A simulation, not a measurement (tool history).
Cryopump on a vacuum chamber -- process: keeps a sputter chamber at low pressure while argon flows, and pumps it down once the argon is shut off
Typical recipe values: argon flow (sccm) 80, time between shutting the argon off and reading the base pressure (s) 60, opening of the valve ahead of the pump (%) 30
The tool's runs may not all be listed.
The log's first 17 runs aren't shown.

run	hour	argon flow (sccm)	time between shutting the argon off and reading the base pressure (s)	opening of the valve ahead of the pump (%)	hours of work since the pump was warmed up and emptied	hours of work since the cold head was overhauled	hours of work since the chamber's fittings were tightened	pressure while argon flows (Pa)	pressure after the wait (uPa)
18	362.4	69	70	41	397	909	1088	0.1608	0.99
19	383.9	69	70	41	412	924	1102	0.1616	1
20	412.5	69	70	41	431	944	1122	0.1619	1.06
21	430.7	69	94	41	444	956	1134	0.1631	0.94
22	446.6	41	23	52	455	967	1145	0.0775	2.2
23	469.4	41	23	52	470	983	1161	0.0794	2.21
24	485.8	80	179	30	481	994	1172	0.2533	0.7
25	500.7	80	29	27	492	1004	1182	0.2789	1.83
26	522.2	80	29	27	506	1019	1197	0.2813	1.82
# hour 533: pump warmed up, emptied and cooled again
27	555.1	80	29	27	15	1038	1216	0.2585	1.74
28	581.3	80	29	27	33	1056	1234	0.2579	1.76
29	601.9	57	237	44	47	1070	1248	0.1145	0.58
30	616.2	74	60	30	57	1079	1258	0.2157	1.05
31	631.3	74	67	17	67	1090	1268	0.3797	0.98
32	643.9	109	36	53	76	1098	1277	0.1821	1.46
33	670.5	159	27	29	94	1117	1295	0.4828	1.88
34	683.4	36	130	37	103	1125	1304	0.0865	0.74

Here are 4 independent what-if runs from the current tool condition. What would each one return?
A	704.3	117	46	32	117	1140	1318	?	?
B	704.3	56	60	37	117	1140	1318	?	?
C	704.3	100	60	30	117	1140	1318	?	?
D	704.3	67	126	46	117	1140	1318	?	?

run	pressure while argon flows (Pa)	pressure after the wait (uPa)
A	0.3248	1.28
B	0.1347	1.09
C	0.2928	1.06
D	0.1302	0.71
Without the tool's hidden state the same runs would have given:
run	pressure while argon flows (Pa)	pressure after the wait (uPa)
A	0.3165	1.01
B	0.1307	0.82
C	0.2858	0.79
D	0.1255	0.44
